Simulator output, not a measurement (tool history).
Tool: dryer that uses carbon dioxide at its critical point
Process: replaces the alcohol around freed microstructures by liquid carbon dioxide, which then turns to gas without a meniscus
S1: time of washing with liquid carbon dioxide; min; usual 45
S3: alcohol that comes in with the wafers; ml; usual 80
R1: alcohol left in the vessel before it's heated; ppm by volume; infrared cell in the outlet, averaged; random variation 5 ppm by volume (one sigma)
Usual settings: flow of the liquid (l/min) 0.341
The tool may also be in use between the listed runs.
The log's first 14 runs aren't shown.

{"run": 15, "hour": 341.2, "S1": 45, "flow of the liquid (l/min)": 0.341, "S3": 80, "R1": 168}
{"run": 16, "hour": 364.0, "S1": 45, "flow of the liquid (l/min)": 0.494, "S3": 80, "R1": 130}
{"run": 17, "hour": 383.3, "S1": 45, "flow of the liquid (l/min)": 0.494, "S3": 80, "R1": 131}
{"hour": 414.5, "done": "inlet filter changed"}
{"run": 18, "hour": 419.9, "S1": 45, "flow of the liquid (l/min)": 0.341, "S3": 80, "R1": 154}
{"run": 19, "hour": 450.1, "S1": 45, "flow of the liquid (l/min)": 0.273, "S3": 80, "R1": 266}
{"run": 20, "hour": 469.3, "S1": 45, "flow of the liquid (l/min)": 0.273, "S3": 80, "R1": 283}
{"run": 21, "hour": 489.0, "S1": 45, "flow of the liquid (l/min)": 0.273, "S3": 80, "R1": 279}
{"run": 22, "hour": 509.4, "S1": 45, "flow of the liquid (l/min)": 0.273, "S3": 80, "R1": 288}
{"run": 23, "hour": 540.7, "S1": 45, "flow of the liquid (l/min)": 0.273, "S3": 80, "R1": 281}

The next listed run, before its measurement:
{"run": 24, "hour": 568.5, "S1": 45, "flow of the liquid (l/min)": 0.273, "S3": 80, "R1": "?"}

{"run 24": {"R1": 328}}
Without the tool's hidden state the same run would have given R1 140 ppm by volume.
